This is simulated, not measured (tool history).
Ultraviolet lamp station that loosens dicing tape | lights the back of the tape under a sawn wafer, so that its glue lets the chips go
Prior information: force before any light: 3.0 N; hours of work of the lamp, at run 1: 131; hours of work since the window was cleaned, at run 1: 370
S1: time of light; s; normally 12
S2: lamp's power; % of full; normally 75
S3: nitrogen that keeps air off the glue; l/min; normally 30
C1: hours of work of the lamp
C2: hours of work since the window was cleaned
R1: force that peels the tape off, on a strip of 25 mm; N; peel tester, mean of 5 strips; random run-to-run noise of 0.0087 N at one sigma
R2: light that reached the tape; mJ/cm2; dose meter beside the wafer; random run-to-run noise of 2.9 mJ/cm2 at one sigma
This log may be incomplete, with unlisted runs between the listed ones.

| run | day | S1 | S2 | S3 | C1 | C2 | R1 | R2 |
|---|---|---|---|---|---|---|---|---|
| 1 | 0.000 | 12 | 75 | 30 | 131 | 370 | 0.412 | 368 |
| 2 | 0.929 | 12 | 75 | 30 | 146 | 385 | 0.407 | 363 |
| 3 | 2.396 | 12 | 75 | 30 | 170 | 408 | 0.430 | 361 |
| 4 | 3.562 | 12 | 75 | 30 | 189 | 427 | 0.403 | 357 |
| 5 | 4.667 | 12 | 75 | 30 | 206 | 445 | 0.416 | 349 |
| 6 | 6.738 | 21 | 75 | 30 | 240 | 478 | 0.238 | 603 |
|  | 8.496 | window cleaned of glue's vapour |
| 7 | 8.771 | 12 | 75 | 30 | 272 | 4 | 0.407 | 373 |
| 8 | 10.558 | 12 | 75 | 30 | 301 | 33 | 0.399 | 377 |
| 9 | 11.938 | 12 | 75 | 25 | 323 | 56 | 0.450 | 366 |
| 10 | 14.162 | 6 | 75 | 30 | 359 | 92 | 0.982 | 181 |
| 11 | 16.383 | 14 | 75 | 30 | 395 | 127 | 0.355 | 419 |
| 12 | 17.842 | 14 | 75 | 30 | 419 | 151 | 0.348 | 411 |
| 13 | 19.846 | 12 | 75 | 30 | 451 | 183 | 0.458 | 344 |
| 14 | 20.750 | 8 | 73 | 16 | 466 | 198 | 1.056 | 225 |
| 15 | 21.792 | 8 | 73 | 16 | 483 | 215 | 1.030 | 223 |
| 16 | 22.825 | 8 | 73 | 16 | 499 | 231 | 1.054 | 223 |
| 17 | 23.967 | 8 | 73 | 16 | 518 | 250 | 1.079 | 218 |
| 18 | 25.362 | 12 | 75 | 36 | 540 | 272 | 0.419 | 330 |
| 19 | 26.475 | 12 | 75 | 36 | 558 | 290 | 0.433 | 327 |
| 20 | 27.583 | 12 | 75 | 30 | 576 | 308 | 0.470 | 327 |
| 21 | 29.512 | 13 | 79 | 41 | 607 | 339 | 0.353 | 366 |
| 22 | 31.375 | 11 | 75 | 53 | 637 | 369 | 0.433 | 291 |
| 23 | 33.546 | 12 | 75 | 51 | 672 | 404 | 0.418 | 310 |
| 24 | 34.688 | 17 | 66 | 15 | 691 | 423 | 0.539 | 383 |
| 25 | 35.867 | 19 | 75 | 59 | 710 | 442 | 0.239 | 482 |
| 26 | 37.396 | 19 | 75 | 59 | 735 | 467 | 0.235 | 479 |

Entry by entry between the runs, the difference in hidden state between the last listed run before and the first listed run after:
Between runs 6 and 7: window cleaned of glue's vapour (day 8.496)
  lamp's light, % of a new lamp's: 93.7 -> 92.9; light that the window lets through, % of a clean one's: 90.6 -> 99.2
  what was measured, less what the result would be without the hidden state, R1: +0.019 -> +0.039 N; R2: -108 -> -32 mJ/cm2
